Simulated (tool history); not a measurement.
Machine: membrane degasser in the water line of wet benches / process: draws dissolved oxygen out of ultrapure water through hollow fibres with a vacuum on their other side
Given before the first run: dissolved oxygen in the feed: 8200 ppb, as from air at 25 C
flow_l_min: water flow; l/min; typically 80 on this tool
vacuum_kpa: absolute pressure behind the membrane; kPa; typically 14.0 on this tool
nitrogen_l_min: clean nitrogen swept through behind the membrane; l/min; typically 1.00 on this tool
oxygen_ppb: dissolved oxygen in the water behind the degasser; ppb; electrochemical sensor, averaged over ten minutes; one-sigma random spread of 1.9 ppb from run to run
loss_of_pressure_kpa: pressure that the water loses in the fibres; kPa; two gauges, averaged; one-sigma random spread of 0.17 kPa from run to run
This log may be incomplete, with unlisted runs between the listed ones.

run    hour  flow_l_min  vacuum_kpa  nitrogen_l_min  oxygen_ppb  loss_of_pressure_kpa
  1     0.0          80        14.0            1.00      1287.7                 26.25
  2   118.9          80        14.0            0.91      1363.2                 26.20
  3   358.9          54        14.0            1.00       990.3                 17.85
  4   525.5          54        14.0            1.00       991.9                 17.70
  5   772.7          54        14.0            1.00       991.4                 17.76
  6   972.3          80        14.0            0.49      1902.4                 26.35
  7  1106.4          99        14.0            0.49      2100.8                 32.53
  8  1336.5          80        14.0            1.00      1287.2                 26.16
  9  1577.9          80        14.0            1.54       967.4                 26.42
 10  1736.3          80        14.0            1.54       968.3                 26.42
 11  1942.2          80        14.0            1.00      1286.8                 25.93
 12  2090.9          80        14.0            1.00      1287.7                 26.35
 13  2298.3          80        14.0            1.00      1286.4                 26.45
     2328.3  -- vacuum gauge calibrated
 14  2540.5          80        14.0            1.00      1286.9                 26.26
 15  2738.4          80        14.0            1.00      1287.1                 26.63
 16  2993.9          80        14.0            1.00      1287.2                 26.16
 17  3117.4          92        13.2            2.06       812.1                 30.07
 18  3303.5          92        13.2            2.06       815.3                 30.11
 19  3451.6          80        13.5            1.00      1233.9                 26.16
 20  3622.3          80        13.5            1.00      1232.3                 26.85
     3795.4  -- seals of the vacuum lines changed
 21  3862.9          80        13.5            1.00      1234.9                 26.46
 22  4085.4          80        13.5            1.00      1237.8                 26.40
 23  4360.6          80        23.2            1.85      1459.8                 26.59
 24  4589.1          80        23.2            1.85      1463.2                 26.14
 25  4796.0          49        18.6            1.85       802.1                 16.07
 26  5018.8          60        18.6            1.85       941.5                 19.54
 27  5201.3          77        18.6            1.85      1135.6                 25.14

For run 28, what comes out?
 28  5423.1          80        14.0            0.83           ?                     ?

Run 28 measured oxygen_ppb 1440.0 ppb, loss_of_pressure_kpa 26.27 kPa.
Were there no unlogged condition in the tool, this run, its random variation unchanged, would have produced oxygen_ppb 1439.5 ppb, loss_of_pressure_kpa 26.20 kPa.
